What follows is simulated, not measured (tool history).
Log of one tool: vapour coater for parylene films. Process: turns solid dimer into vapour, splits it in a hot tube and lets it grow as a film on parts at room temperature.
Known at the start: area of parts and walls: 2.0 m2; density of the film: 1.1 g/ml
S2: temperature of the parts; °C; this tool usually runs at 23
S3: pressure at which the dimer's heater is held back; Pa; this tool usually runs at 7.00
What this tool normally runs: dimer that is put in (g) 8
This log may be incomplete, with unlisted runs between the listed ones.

Run 1, day 0.000: usual settings. Result: thickness of the film (µm) 1.97.
Run 2, day 1.746: usual settings. Result: thickness of the film (µm) 1.97.
Run 3, day 3.642: usual settings. Result: thickness of the film (µm) 1.92.
At day 5.158: trap's valve overhauled.
Run 4, day 6.492: usual settings. Result: thickness of the film (µm) 2.10.
Run 5, day 8.871: usual settings. Result: thickness of the film (µm) 2.10.
Run 6, day 10.992: usual settings. Result: thickness of the film (µm) 2.04.
Run 7, day 12.842: usual settings but S2 27 °C. Result: thickness of the film (µm) 1.73.
Run 8, day 14.767: usual settings but S2 27 °C. Result: thickness of the film (µm) 1.71.
Run 9, day 17.267: usual settings but S2 27 °C. Result: thickness of the film (µm) 1.73.
Run 10, day 19.004: usual settings but S2 27 °C, S3 6.34 Pa. Result: thickness of the film (µm) 1.74.
Run 11, day 20.392: usual settings but S2 27 °C, S3 3.33 Pa. Result: thickness of the film (µm) 1.87.
Run 12, day 22.138: usual settings but S2 27 °C, S3 3.33 Pa. Result: thickness of the film (µm) 1.89.
Run 13, day 25.500: usual settings but S2 21 °C, S3 3.33 Pa. Result: thickness of the film (µm) 2.39.
Run 14, day 27.229: usual settings but S2 21 °C, S3 3.33 Pa. Result: thickness of the film (µm) 2.41.
Run 15, day 30.400: usual settings but S2 21 °C, S3 3.33 Pa. Result: thickness of the film (µm) 2.34.
Run 16, day 33.558: usual settings but S2 15 °C. Result: thickness of the film (µm) 2.69.
Run 17, day 35.996: usual settings but S2 15 °C. Result: thickness of the film (µm) 2.69.
Run 18, day 39.354: usual settings but S2 15 °C. Result: thickness of the film (µm) 2.68.
Run 19, day 42.225: usual settings. Result: thickness of the film (µm) 1.89.
At day 43.112: trap's valve overhauled.
Run 20, day 43.979: usual settings. Result: thickness of the film (µm) 2.06.
Run 21, day 47.008: usual settings. Result: thickness of the film (µm) 2.06.
Run 22, day 49.083: usual settings but dimer that is put in (g) 13. Result: thickness of the film (µm) 3.28.
Run 23, day 51.883: usual settings but dimer that is put in (g) 13. Result: thickness of the film (µm) 3.22.
At day 54.221: table's thermometer calibrated.
Run 24, day 54.621: usual settings. Result: thickness of the film (µm) 2.00.
Run 25, day 56.700: usual settings but dimer that is put in (g) 13, S2 25 °C. Result: thickness of the film (µm) 2.97.
Run 26, day 59.829: usual settings but dimer that is put in (g) 13, S2 25 °C. Result: thickness of the film (µm) 2.94.
Run 27, day 63.050: usual settings but dimer that is put in (g) 13, S2 25 °C. Result: thickness of the film (µm) 2.95.
At day 65.342: table's thermometer calibrated, once more.
Run 28, day 66.112: usual settings but dimer that is put in (g) 13, S2 25 °C. Result: thickness of the film (µm) 2.97.
Run 29, day 67.829: usual settings but S2 31 °C. Result: thickness of the film (µm) 1.43.
Run 30, day 69.438: usual settings but dimer that is put in (g) 5, S2 20 °C, S3 2.31 Pa. Result: thickness of the film (µm) 1.62.
Run 31, day 71.929: usual settings but dimer that is put in (g) 4, S2 27 °C, S3 4.84 Pa. Result: thickness of the film (µm) 0.87.
Run 32, day 75.100: usual settings but dimer that is put in (g) 4, S2 27 °C, S3 4.84 Pa. Result: thickness of the film (µm) 0.82.
Run 33, day 76.654: usual settings but dimer that is put in (g) 9, S2 32 °C. Result: thickness of the film (µm) 1.50.
Run 34, day 79.762: usual settings but dimer that is put in (g) 9, S2 24 °C, S3 2.34 Pa. Result: thickness of the film (µm) 2.36.
At day 81.138: trap's valve overhauled.
Run 35, day 82.350: usual settings but dimer that is put in (g) 9, S2 24 °C, S3 2.34 Pa. Result: thickness of the film (µm) 2.61.
Run 36, day 84.679: usual settings but dimer that is put in (g) 9, S2 15 °C, S3 3.55 Pa. Result: thickness of the film (µm) 3.58.
Run 37, day 86.633: usual settings but dimer that is put in (g) 5, S2 27 °C, S3 5.76 Pa. Result: thickness of the film (µm) 1.09.
Run 38, day 89.079: usual settings but dimer that is put in (g) 11, S2 18 °C, S3 10.38 Pa. Result: thickness of the film (µm) 3.27.
Run 39, day 91.838: usual settings but S2 24 °C, S3 11.89 Pa. Result: thickness of the film (µm) 1.79.
Run 40, day 94.504: usual settings but S2 34 °C, S3 11.89 Pa. Result: thickness of the film (µm) 1.17.
Run 41, day 97.238: usual settings but S2 34 °C, S3 11.89 Pa. Result: thickness of the film (µm) 1.20.
Run 42, day 100.129: usual settings but S2 34 °C, S3 11.89 Pa. Result: thickness of the film (µm) 1.16.
Run 43, day 102.683: usual settings but S2 34 °C, S3 11.89 Pa. Result: thickness of the film (µm) 1.16.
Run 44, day 104.771: usual settings but S2 34 °C, S3 11.89 Pa. Result: thickness of the film (µm) 1.14.
Run 45, day 107.100: usual settings but S2 34 °C, S3 11.89 Pa. Result: thickness of the film (µm) 1.12.
Run 46, day 109.842: usual settings but dimer that is put in (g) 4. Result: thickness of the film (µm) 0.98.
Run 47, day 111.408: usual settings but dimer that is put in (g) 6. Result: thickness of the film (µm) 1.45.

What would each run have given without the hidden state, its run-to-run variation left as it was?
Hidden state at play: vapour lost through the trap's worn valve, %; true temperature of the parts over the reading, C; drift of the gauge itself on film_um, %.
run  thickness of the film (µm)
  1                        2.11
  2                        2.13
  3                        2.08
  4                        2.12
  5                        2.13
  6                        2.08
  7                        1.77
  8                        1.76
  9                        1.78
 10                        1.81
 11                        1.95
 12                        1.98
 13                        2.52
 14                        2.55
 15                        2.50
 16                        2.90
 17                        2.92
 18                        2.92
 19                        2.08
 20                        2.09
 21                        2.11
 22                        3.37
 23                        3.34
 24                        2.10
 25                        3.14
 26                        3.13
 27                        3.16
 28                        3.12
 29                        1.51
 30                        1.71
 31                        0.93
 32                        0.88
 33                        1.62
 34                        2.57
 35                        2.64
 36                        3.64
 37                        1.12
 38                        3.35
 39                        1.85
 40                        1.21
 41                        1.26
 42                        1.22
 43                        1.23
 44                        1.22
 45                        1.21
 46                        1.05
 47                        1.57

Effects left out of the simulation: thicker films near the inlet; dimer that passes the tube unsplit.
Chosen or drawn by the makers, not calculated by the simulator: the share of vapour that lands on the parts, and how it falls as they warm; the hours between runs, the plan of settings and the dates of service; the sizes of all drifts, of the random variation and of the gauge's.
